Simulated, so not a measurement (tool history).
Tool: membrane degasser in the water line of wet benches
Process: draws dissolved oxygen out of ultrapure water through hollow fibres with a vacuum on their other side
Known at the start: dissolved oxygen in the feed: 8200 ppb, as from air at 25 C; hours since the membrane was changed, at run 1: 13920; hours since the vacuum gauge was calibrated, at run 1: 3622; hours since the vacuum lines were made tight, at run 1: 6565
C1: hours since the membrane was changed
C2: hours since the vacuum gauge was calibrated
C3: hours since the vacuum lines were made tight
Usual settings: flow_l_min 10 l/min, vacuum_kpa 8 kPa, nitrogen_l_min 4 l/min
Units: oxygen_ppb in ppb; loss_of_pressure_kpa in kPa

run 1 day=0 | flow_l_min=10 vacuum_kpa=8 nitrogen_l_min=4 | C1=13920 C2=3622 C3=6565 | oxygen_ppb=300 loss_of_pressure_kpa=68.11
run 2 day=12.571 | flow_l_min=10 vacuum_kpa=8 nitrogen_l_min=4 | C1=14221 C2=3923 C3=6866 | oxygen_ppb=301.8 loss_of_pressure_kpa=67.8
run 3 day=25.454 | flow_l_min=8 vacuum_kpa=8 nitrogen_l_min=4 | C1=14531 C2=4233 C3=7176 | oxygen_ppb=177.4 loss_of_pressure_kpa=54.92
run 4 day=34.967 | flow_l_min=8 vacuum_kpa=8 nitrogen_l_min=4 | C1=14759 C2=4461 C3=7404 | oxygen_ppb=178.9 loss_of_pressure_kpa=54.79
run 5 day=49.454 | flow_l_min=10 vacuum_kpa=8 nitrogen_l_min=8.21 | C1=15106 C2=4809 C3=7752 | oxygen_ppb=291 loss_of_pressure_kpa=68.24
run 6 day=57.967 | flow_l_min=10 vacuum_kpa=8 nitrogen_l_min=4 | C1=15311 C2=5013 C3=7956 | oxygen_ppb=310.7 loss_of_pressure_kpa=68.74
run 7 day=64.683 | flow_l_min=13 vacuum_kpa=8 nitrogen_l_min=4 | C1=15472 C2=5174 C3=8117 | oxygen_ppb=529.7 loss_of_pressure_kpa=89.59
run 8 day=78.083 | flow_l_min=13 vacuum_kpa=8 nitrogen_l_min=4 | C1=15794 C2=5496 C3=8439 | oxygen_ppb=527.4 loss_of_pressure_kpa=89.02
-- day=87.062 seals of the vacuum lines changed
-- day=90.012 vacuum gauge calibrated
run 9 day=92.162 | flow_l_min=10 vacuum_kpa=8 nitrogen_l_min=4 | C1=16129 C2=52 C3=122 | oxygen_ppb=315.3 loss_of_pressure_kpa=69.34
run 10 day=99.304 | flow_l_min=10 vacuum_kpa=8 nitrogen_l_min=4 | C1=16300 C2=223 C3=293 | oxygen_ppb=312.3 loss_of_pressure_kpa=69.13
run 11 day=113.775 | flow_l_min=10 vacuum_kpa=8 nitrogen_l_min=4 | C1=16648 C2=570 C3=641 | oxygen_ppb=317.8 loss_of_pressure_kpa=68.92
run 12 day=120.617 | flow_l_min=10 vacuum_kpa=8 nitrogen_l_min=4 | C1=16812 C2=735 C3=805 | oxygen_ppb=321.9 loss_of_pressure_kpa=69.71
-- day=132.629 vacuum gauge calibrated, once more
run 13 day=135.838 | flow_l_min=10 vacuum_kpa=8.44 nitrogen_l_min=1.68 | C1=17177 C2=77 C3=1170 | oxygen_ppb=361.5 loss_of_pressure_kpa=70.01
run 14 day=145.521 | flow_l_min=10 vacuum_kpa=8.44 nitrogen_l_min=1.68 | C1=17409 C2=309 C3=1402 | oxygen_ppb=364.9 loss_of_pressure_kpa=69.96
run 15 day=155.092 | flow_l_min=15 vacuum_kpa=8 nitrogen_l_min=4 | C1=17639 C2=539 C3=1632 | oxygen_ppb=719.8 loss_of_pressure_kpa=104.63
run 16 day=167.112 | flow_l_min=10 vacuum_kpa=19.86 nitrogen_l_min=6.78 | C1=17927 C2=828 C3=1920 | oxygen_ppb=349.1 loss_of_pressure_kpa=69.97
run 17 day=175.729 | flow_l_min=10 vacuum_kpa=8 nitrogen_l_min=4.27 | C1=18134 C2=1034 C3=2127 | oxygen_ppb=320.8 loss_of_pressure_kpa=70.08
run 18 day=190.558 | flow_l_min=9 vacuum_kpa=12.44 nitrogen_l_min=6.83 | C1=18490 C2=1390 C3=2483 | oxygen_ppb=259.8 loss_of_pressure_kpa=63.79
-- day=202.192 membrane cartridge changed
run 19 day=203.862 | flow_l_min=9 vacuum_kpa=12.44 nitrogen_l_min=6.83 | C1=40 C2=1706 C3=2798 | oxygen_ppb=178.9 loss_of_pressure_kpa=55.96
run 20 day=210.142 | flow_l_min=9 vacuum_kpa=12.44 nitrogen_l_min=6.83 | C1=191 C2=1856 C3=2949 | oxygen_ppb=176.8 loss_of_pressure_kpa=56.26
run 21 day=218.475 | flow_l_min=7 vacuum_kpa=8.39 nitrogen_l_min=6.83 | C1=391 C2=2056 C3=3149 | oxygen_ppb=79.7 loss_of_pressure_kpa=43.86
run 22 day=225.725 | flow_l_min=8 vacuum_kpa=16.68 nitrogen_l_min=11.48 | C1=565 C2=2230 C3=3323 | oxygen_ppb=129.6 loss_of_pressure_kpa=50.41

Forecast run 23:
run 23 day=239.488 | flow_l_min=8 vacuum_kpa=16.68 nitrogen_l_min=11.48 | C1=895 C2=2561 C3=3653 | oxygen_ppb=? loss_of_pressure_kpa=?

{"run 23": {"oxygen_ppb": 127.3, "loss_of_pressure_kpa": 50.21}}
Without the tool's hidden state the same run would have given oxygen_ppb 124.2 ppb, loss_of_pressure_kpa 49.93 kPa.

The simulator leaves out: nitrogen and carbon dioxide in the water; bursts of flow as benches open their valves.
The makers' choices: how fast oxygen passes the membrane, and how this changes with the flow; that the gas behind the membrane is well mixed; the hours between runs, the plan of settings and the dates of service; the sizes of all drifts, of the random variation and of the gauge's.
